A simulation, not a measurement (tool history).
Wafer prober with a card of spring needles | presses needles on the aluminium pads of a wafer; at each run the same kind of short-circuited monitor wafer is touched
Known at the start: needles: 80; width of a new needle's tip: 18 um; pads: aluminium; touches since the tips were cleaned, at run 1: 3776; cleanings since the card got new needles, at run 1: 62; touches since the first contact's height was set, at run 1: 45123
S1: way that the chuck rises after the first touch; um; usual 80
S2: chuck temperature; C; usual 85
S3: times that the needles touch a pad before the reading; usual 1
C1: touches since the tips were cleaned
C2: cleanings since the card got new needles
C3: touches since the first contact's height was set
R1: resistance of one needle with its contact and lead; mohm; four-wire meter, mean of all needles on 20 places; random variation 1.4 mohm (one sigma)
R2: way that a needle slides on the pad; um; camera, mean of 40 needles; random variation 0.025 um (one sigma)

run	hour	S1	S2	S3	C1	C2	C3	R1	R2
1	0	80	85	1	3776	62	45123	235	15.43
# hour 5.7: tips cleaned on abrasive film
2	15.8	80	85	1	3319	63	50283	228	15.42
# hour 22.6: tips cleaned on abrasive film
# hour 37.5: tips cleaned on abrasive film
3	41.8	80	85	1	1391	65	58755	190	15.39
# hour 54.5: tips cleaned on abrasive film
4	57.4	73	85	1	960	66	63856	188	14.01
# hour 70.9: tips cleaned on abrasive film
5	85.7	73	85	1	4854	67	73132	269	14.04
# hour 87.4: tips cleaned on abrasive film
6	100.4	73	85	1	4274	68	77939	258	13.97
# hour 103: tips cleaned on abrasive film
# hour 118.2: tips cleaned on abrasive film
7	124.3	80	85	1	2010	70	85718	202	15.32
# hour 134.2: tips cleaned on abrasive film
# hour 149.7: tips cleaned on abrasive film
8	149.7	80	29	1	0	72	94015	117	15.27
# hour 165: tips cleaned on abrasive film
9	167.1	62	85	2	696	73	99704	170	11.75
# hour 180.9: tips cleaned on abrasive film
10	183.9	97	85	2	998	74	105175	140	18.55

Run 11 comes next. What will it give?
11	195.3	97	85	2	4761	74	108938	?	?

R1: 166 mohm
R2: 18.56 um
Without the tool's hidden state the same run would have given R1 112 mohm, R2 18.87 um.

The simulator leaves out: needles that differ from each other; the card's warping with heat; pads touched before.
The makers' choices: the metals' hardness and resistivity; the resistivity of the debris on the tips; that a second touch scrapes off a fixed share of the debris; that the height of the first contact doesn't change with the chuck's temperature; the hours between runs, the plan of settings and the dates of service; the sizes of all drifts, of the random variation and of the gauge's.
